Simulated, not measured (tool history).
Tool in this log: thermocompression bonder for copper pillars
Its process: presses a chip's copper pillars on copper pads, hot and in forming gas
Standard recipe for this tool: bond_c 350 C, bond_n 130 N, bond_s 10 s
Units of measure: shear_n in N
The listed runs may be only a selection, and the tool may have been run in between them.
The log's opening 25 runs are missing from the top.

run   hour  bond_c  bond_n  bond_s  shear_n
 26  288.2     350     130       6     31.4
 27  298.9     334      81       6     17.9
 28  309.1     334      81       6     18.6
 29  318.3     341     141       6     29.2
 30  326.2     323     108       6       20
 31  341.9     361     177      11     53.4
 32  351.5     357     111      22     47.6
     361.3  -- forming gas filter changed
 33  364.4     354     167      10     52.5
 34  379.2     325      88      10     24.2
 35  393.4     321      88      26     33.3
 36  404.3     321      88      26     33.2
 37  416.2     363      88       5     26.8
 38  428.5     363      81      12     35.5
 39  442.6     350      95      18     41.7

Each row is a separate what-if for the run after 39, all from the same tool condition, not one after another. Results?
  A  449.4     350      86       9        ?
  B  449.4     350     150       8        ?
  C  449.4     367     130      10        ?
  D  449.4     350     130      28        ?

run  shear_n
  A     29.4
  B     42.4
  C     48.6
  D     58.8
What these runs would have given with no unlogged condition in the tool:
run  shear_n
  A     30.4
  B     43.8
  C     50.2
  D     60.7
